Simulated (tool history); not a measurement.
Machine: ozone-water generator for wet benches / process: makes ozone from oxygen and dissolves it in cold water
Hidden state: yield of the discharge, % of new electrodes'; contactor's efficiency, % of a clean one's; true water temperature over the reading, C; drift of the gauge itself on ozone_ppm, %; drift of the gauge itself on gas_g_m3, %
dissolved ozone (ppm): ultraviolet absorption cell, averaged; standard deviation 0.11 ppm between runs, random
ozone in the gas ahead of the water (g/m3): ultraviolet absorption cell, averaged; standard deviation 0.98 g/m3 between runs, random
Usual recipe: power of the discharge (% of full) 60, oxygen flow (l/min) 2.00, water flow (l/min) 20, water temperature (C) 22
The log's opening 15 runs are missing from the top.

run,hour,power of the discharge (% of full),oxygen flow (l/min),water flow (l/min),water temperature (C),hours of work since the electrodes were changed,hours of work since the contactor was cleaned,hours of work since the thermometer was calibrated,dissolved ozone (ppm),ozone in the gas ahead of the water (g/m3)
16,705.1,60,2.00,20,22,1834,4826,118,8.1,171.5
17,761.7,60,2.00,20,22,1878,4870,162,8.4,170.6
18,800.5,62,1.70,20,25,1908,4900,192,7.8,187.0
19,847.8,60,1.36,32,22,1945,4936,229,4.5,198.9
20,913.9,60,1.36,32,22,1996,4987,280,4.3,201.0
21,969.3,60,1.36,32,22,2039,5030,323,4.2,199.9
22,1037.0,60,1.12,20,22,2091,5082,375,6.6,213.7
23,1075.5,82,2.00,20,23,2121,5112,405,11.2,227.5
24,1117.5,82,2.00,20,23,2153,5145,437,10.8,232.5
25,1181.7,75,2.00,14,23,2203,5194,487,14.0,212.2
26,1249.4,40,2.00,14,23,2255,5247,540,7.7,120.8
# hour 1272.3: gauge calibrated
27,1290.1,40,1.04,16,15,2287,5278,571,5.8,148.9

Predict the results of run 28:
28,1347.5,47,2.29,19,17,2331,5323,615,?,?

{"run 28": {"dissolved ozone (ppm)": 7.6, "ozone in the gas ahead of the water (g/m3)": 130.0}}
Minus the tool's unlogged condition, the same run would have read dissolved ozone (ppm) 7.6, ozone in the gas ahead of the water (g/m3) 129.8.
